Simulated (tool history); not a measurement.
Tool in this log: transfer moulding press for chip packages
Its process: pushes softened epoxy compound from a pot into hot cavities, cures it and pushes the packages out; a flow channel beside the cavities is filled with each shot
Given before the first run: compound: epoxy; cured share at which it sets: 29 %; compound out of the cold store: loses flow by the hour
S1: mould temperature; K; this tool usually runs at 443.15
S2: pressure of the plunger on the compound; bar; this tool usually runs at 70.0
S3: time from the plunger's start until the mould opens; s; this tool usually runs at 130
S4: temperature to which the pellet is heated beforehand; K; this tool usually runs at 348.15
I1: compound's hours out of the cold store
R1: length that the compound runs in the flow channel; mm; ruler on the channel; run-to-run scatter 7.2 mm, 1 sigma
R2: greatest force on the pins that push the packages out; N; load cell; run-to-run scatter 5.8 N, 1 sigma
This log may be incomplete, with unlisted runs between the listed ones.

run   hour      S1    S2   S3      S4    I1   R1   R2
  1    0.0  443.15  70.0  130  348.15  46.8  650  320
  2   12.7  443.15  70.0  130  348.15  41.5  673  358
  3   21.1  443.15  70.0  130  348.15  18.4  734  449
  4   32.9  443.15  70.0  130  348.15  19.5  716  473
  5   45.8  443.15  70.0  157  348.15  11.4  748  400
  6   54.9  443.15  70.0  157  348.15  26.8  706  382
  7   73.3  443.15  67.0  157  348.15  34.5  669  209
  8   84.8  443.15  70.0  130  348.15  15.5  724  299
  9   95.1  443.15  70.0  145  348.15  18.4  719  259
 10  109.8  443.15  70.0  113  348.15  27.9  686  443
 11  119.2  443.15  70.0  114  348.15  26.5  694  442
 12  129.7  447.15  70.0  114  348.15  32.7  771  348
 13  141.2  443.15  70.0  140  348.15  19.9  815  333
 14  154.9  443.15  70.0  140  348.15  33.8  763  218
 15  167.6  443.15  70.0  140  343.15  35.4  761  248
 16  183.1  443.15  70.0  130  347.15  27.6  786  290
 17  198.8  439.15  70.0  146  348.15  33.6  777  339
 18  215.0  449.15  83.5  130  348.15  37.1  808  280
 19  223.0  441.15  70.0  127  347.15  35.7  771  435
 20  240.4  441.15  70.0  127  347.15  11.0  839  309
 21  257.3  441.15  70.0  127  347.15  26.6  792  328
 22  269.0  439.15  64.8  162  346.15  26.5  757  265
 23  279.6  439.15  64.8  162  346.15  10.3  810  301
 24  294.9  445.15  71.9  130  350.15  16.5  832  329
 25  307.9  443.15  70.0  159  347.15  34.7  762  292
 26  317.6  443.15  70.0  159  347.15  35.0  748  168
 27  331.6  444.15  79.4  138  349.15  25.3  827  224
 28  342.2  441.15  53.4  165  356.15  15.2  708  237
 29  350.0  445.15  53.4  114  356.15  34.9  655  320
 30  357.5  439.15  56.5  130  348.15  12.6  746  413

Not shown here: 6 entries made in the log between runs. Locate each between two listed runs and compare the hidden state at the listed run before it with the hidden state at the listed run after it:
In the gap between runs 2 and 3: cavities cleaned with cleaning compound and waxed (hour 15.2)
  true mould temperature over the reading, C: -0.44 -> -0.45; pressure that reaches the compound, % of what is set: 78.63 -> 78.47; grip of the stained cavities, % over clean ones': 68.7 -> 109.1
  measured result minus the result with no hidden state, R1: -85 -> -94 mm; R2: +150 -> +240 N
In the gap between runs 6 and 7: cavities cleaned with cleaning compound and waxed, once more (hour 57.2)
  true mould temperature over the reading, C: -0.48 -> -0.49; pressure that reaches the compound, % of what is set: 77.74 -> 77.42; grip of the stained cavities, % over clean ones': 116.8 -> 19.6
  measured result minus the result with no hidden state, R1: -93 -> -90 mm; R2: +205 -> +36 N
In the gap between runs 11 and 12: plunger's sealing rings changed (hour 129.7)
  true mould temperature over the reading, C: -0.53 -> -0.54; pressure that reaches the compound, % of what is set: 76.4 -> 99.87; grip of the stained cavities, % over clean ones': 59.7 -> 64.8
  measured result minus the result with no hidden state, R1: -98 -> +0 mm; R2: +174 -> +142 N
In the gap between runs 13 and 14: cavities cleaned with cleaning compound and waxed (hour 145.0)
  true mould temperature over the reading, C: -0.55 -> -0.56; pressure that reaches the compound, % of what is set: 99.62 -> 99.34; grip of the stained cavities, % over clean ones': 71.8 -> 12.3
  measured result minus the result with no hidden state, R1: -1 -> -2 mm; R2: +143 -> +27 N
In the gap between runs 19 and 20: cavities cleaned with cleaning compound and waxed (hour 230.9)
  true mould temperature over the reading, C: -0.61 -> -0.63; pressure that reaches the compound, % of what is set: 97.88 -> 97.55; grip of the stained cavities, % over clean ones': 70.5 -> 13.2
  measured result minus the result with no hidden state, R1: -7 -> -8 mm; R2: +189 -> +47 N
In the gap between runs 25 and 26: cavities cleaned with cleaning compound and waxed (hour 316.4)
  true mould temperature over the reading, C: -0.68 -> -0.69; pressure that reaches the compound, % of what is set: 96.11 -> 95.94; grip of the stained cavities, % over clean ones': 69.6 -> 3.3
  measured result minus the result with no hidden state, R1: -14 -> -15 mm; R2: +123 -> +8 N

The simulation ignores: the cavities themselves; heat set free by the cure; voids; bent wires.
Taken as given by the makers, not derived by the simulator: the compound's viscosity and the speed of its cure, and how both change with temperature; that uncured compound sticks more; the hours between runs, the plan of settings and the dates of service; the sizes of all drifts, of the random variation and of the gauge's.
